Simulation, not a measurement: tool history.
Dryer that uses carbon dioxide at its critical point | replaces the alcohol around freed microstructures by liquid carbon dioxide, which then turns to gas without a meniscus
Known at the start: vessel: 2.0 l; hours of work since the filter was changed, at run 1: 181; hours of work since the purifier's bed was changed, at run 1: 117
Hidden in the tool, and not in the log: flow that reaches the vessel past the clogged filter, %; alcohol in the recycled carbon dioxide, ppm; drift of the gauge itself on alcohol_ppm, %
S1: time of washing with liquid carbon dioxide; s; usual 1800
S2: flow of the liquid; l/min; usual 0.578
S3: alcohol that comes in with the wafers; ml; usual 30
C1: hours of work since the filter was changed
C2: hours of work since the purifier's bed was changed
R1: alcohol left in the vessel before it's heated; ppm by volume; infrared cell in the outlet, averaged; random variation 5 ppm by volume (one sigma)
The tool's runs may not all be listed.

| run | hour | S1 | S2 | S3 | C1 | C2 | R1 |
|---|---|---|---|---|---|---|---|
| 1 | 0.0 | 1800 | 0.578 | 30 | 181 | 117 | 55 |
| 2 | 10.8 | 1800 | 0.578 | 30 | 187 | 124 | 50 |
| 3 | 19.8 | 1800 | 0.578 | 94 | 193 | 130 | 101 |
| 4 | 26.3 | 1620 | 0.578 | 30 | 197 | 134 | 81 |
| 5 | 36.1 | 1620 | 0.578 | 30 | 204 | 140 | 80 |
| 6 | 45.8 | 1800 | 0.645 | 30 | 210 | 147 | 42 |
| 7 | 56.6 | 1800 | 0.578 | 30 | 216 | 153 | 60 |
|  | 63.0 | inlet filter changed |
| 8 | 70.0 | 1800 | 0.578 | 30 | 4 | 161 | 39 |
| 9 | 79.1 | 1800 | 0.755 | 30 | 10 | 167 | 38 |
| 10 | 90.1 | 1800 | 0.755 | 30 | 17 | 174 | 47 |
| 11 | 95.6 | 1800 | 0.755 | 30 | 21 | 177 | 46 |
| 12 | 105.8 | 1800 | 0.755 | 30 | 27 | 184 | 44 |
| 13 | 115.5 | 1800 | 0.755 | 30 | 33 | 190 | 38 |
| 14 | 123.6 | 1800 | 0.893 | 30 | 38 | 195 | 49 |
| 15 | 134.3 | 1800 | 0.578 | 30 | 45 | 202 | 53 |
| 16 | 139.3 | 1800 | 0.578 | 30 | 48 | 205 | 53 |
| 17 | 150.2 | 1800 | 0.578 | 30 | 55 | 212 | 62 |
| 18 | 155.6 | 1800 | 0.578 | 30 | 59 | 215 | 70 |
| 19 | 164.2 | 1800 | 0.578 | 30 | 64 | 221 | 64 |
| 20 | 170.2 | 2640 | 0.582 | 46 | 68 | 225 | 48 |
| 21 | 180.3 | 2460 | 0.578 | 60 | 74 | 231 | 57 |
| 22 | 185.3 | 2460 | 0.578 | 60 | 77 | 234 | 45 |
| 23 | 195.8 | 2460 | 0.578 | 60 | 84 | 241 | 62 |
| 24 | 205.9 | 2460 | 0.578 | 60 | 91 | 247 | 70 |
| 25 | 214.1 | 2460 | 0.578 | 60 | 96 | 253 | 55 |
| 26 | 222.1 | 1740 | 0.658 | 30 | 101 | 258 | 65 |
| 27 | 231.2 | 1800 | 0.578 | 48 | 107 | 263 | 92 |
| 28 | 241.1 | 1800 | 0.578 | 48 | 113 | 270 | 96 |
| 29 | 251.8 | 1740 | 0.578 | 48 | 120 | 276 | 93 |
| 30 | 262.4 | 2460 | 0.956 | 30 | 126 | 283 | 50 |
| 31 | 270.0 | 2460 | 0.956 | 30 | 131 | 288 | 65 |
| 32 | 278.2 | 1260 | 0.495 | 70 | 136 | 293 | 717 |
| 33 | 284.8 | 2460 | 0.893 | 55 | 141 | 297 | 64 |
| 34 | 295.4 | 1800 | 0.578 | 23 | 147 | 304 | 79 |
| 35 | 306.6 | 1800 | 0.578 | 23 | 154 | 311 | 81 |

Forecast each of these 4 alternatives for the next run:
| A | 318.7 | 1800 | 0.578 | 25 | 162 | 319 | ? |
| B | 318.7 | 2400 | 0.859 | 31 | 162 | 319 | ? |
| C | 318.7 | 1260 | 0.393 | 21 | 162 | 319 | ? |
| D | 318.7 | 1740 | 0.578 | 66 | 162 | 319 | ? |

| run | R1 |
|---|---|
| A | 100 |
| B | 72 |
| C | 528 |
| D | 135 |
Without the tool's hidden state the same runs would have given:
| run | R1 |
|---|---|
| A | 28 |
| B | 9 |
| C | 360 |
| D | 45 |

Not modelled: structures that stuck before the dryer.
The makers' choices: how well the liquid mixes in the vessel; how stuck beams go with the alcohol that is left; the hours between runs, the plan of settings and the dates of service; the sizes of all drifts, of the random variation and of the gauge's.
